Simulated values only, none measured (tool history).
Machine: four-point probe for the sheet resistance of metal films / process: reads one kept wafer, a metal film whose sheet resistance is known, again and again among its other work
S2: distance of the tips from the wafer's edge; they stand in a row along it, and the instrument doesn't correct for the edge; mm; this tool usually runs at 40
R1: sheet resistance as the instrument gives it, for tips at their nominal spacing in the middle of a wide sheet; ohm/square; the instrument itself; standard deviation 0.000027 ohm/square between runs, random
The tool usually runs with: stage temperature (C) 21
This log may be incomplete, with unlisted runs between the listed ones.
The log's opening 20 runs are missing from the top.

{"run": 21, "hour": 1935.6, "stage temperature (C)": 21, "S2": 8, "R1": 0.136059}
{"run": 22, "hour": 2004.1, "stage temperature (C)": 21, "S2": 8, "R1": 0.136047}
{"run": 23, "hour": 2094.6, "stage temperature (C)": 21, "S2": 8, "R1": 0.136089}
{"run": 24, "hour": 2157.3, "stage temperature (C)": 21, "S2": 8, "R1": 0.136078}
{"run": 25, "hour": 2233.2, "stage temperature (C)": 21, "S2": 8, "R1": 0.136039}
{"hour": 2261.3, "done": "new probe head fitted"}
{"hour": 2303.3, "done": "stage's thermometer calibrated"}
{"run": 26, "hour": 2313.1, "stage temperature (C)": 19, "S2": 21, "R1": 0.134451}
{"run": 27, "hour": 2396.1, "stage temperature (C)": 19, "S2": 21, "R1": 0.134509}
{"run": 28, "hour": 2524.7, "stage temperature (C)": 19, "S2": 21, "R1": 0.134474}
{"run": 29, "hour": 2580.3, "stage temperature (C)": 29, "S2": 6, "R1": 0.137615}
{"run": 30, "hour": 2642.5, "stage temperature (C)": 29, "S2": 3, "R1": 0.146171}
{"run": 31, "hour": 2742.0, "stage temperature (C)": 29, "S2": 3, "R1": 0.146256}
{"run": 32, "hour": 2820.2, "stage temperature (C)": 20, "S2": 5, "R1": 0.138696}
{"run": 33, "hour": 2919.5, "stage temperature (C)": 34, "S2": 70, "R1": 0.134502}
{"run": 34, "hour": 2978.2, "stage temperature (C)": 34, "S2": 70, "R1": 0.134595}
{"run": 35, "hour": 3041.5, "stage temperature (C)": 34, "S2": 70, "R1": 0.134594}
{"run": 36, "hour": 3095.7, "stage temperature (C)": 23, "S2": 4, "R1": 0.14124}
{"run": 37, "hour": 3150.7, "stage temperature (C)": 19, "S2": 4, "R1": 0.141143}
{"run": 38, "hour": 3259.0, "stage temperature (C)": 21, "S2": 34, "R1": 0.134383}
{"run": 39, "hour": 3315.2, "stage temperature (C)": 21, "S2": 34, "R1": 0.134419}
{"run": 40, "hour": 3368.8, "stage temperature (C)": 23, "S2": 9, "R1": 0.135718}
{"run": 41, "hour": 3430.8, "stage temperature (C)": 23, "S2": 9, "R1": 0.135721}
{"run": 42, "hour": 3529.5, "stage temperature (C)": 23, "S2": 9, "R1": 0.135712}
{"run": 43, "hour": 3638.3, "stage temperature (C)": 23, "S2": 9, "R1": 0.135743}
{"run": 44, "hour": 3763.4, "stage temperature (C)": 30, "S2": 5, "R1": 0.138965}

Forecast each of these 4 alternatives for the next run:
{"run": "A", "hour": 3834.6, "stage temperature (C)": 25, "S2": 6, "R1": "?"}
{"run": "B", "hour": 3834.6, "stage temperature (C)": 23, "S2": 21, "R1": "?"}
{"run": "C", "hour": 3834.6, "stage temperature (C)": 21, "S2": 41, "R1": "?"}
{"run": "D", "hour": 3834.6, "stage temperature (C)": 20, "S2": 4, "R1": "?"}

run=A R1=0.137547
run=B R1=0.134645
run=C R1=0.134309
run=D R1=0.141142
What these runs would have given with no unlogged condition in the tool:
run=A R1=0.137538
run=B R1=0.134636
run=C R1=0.134300
run=D R1=0.141133
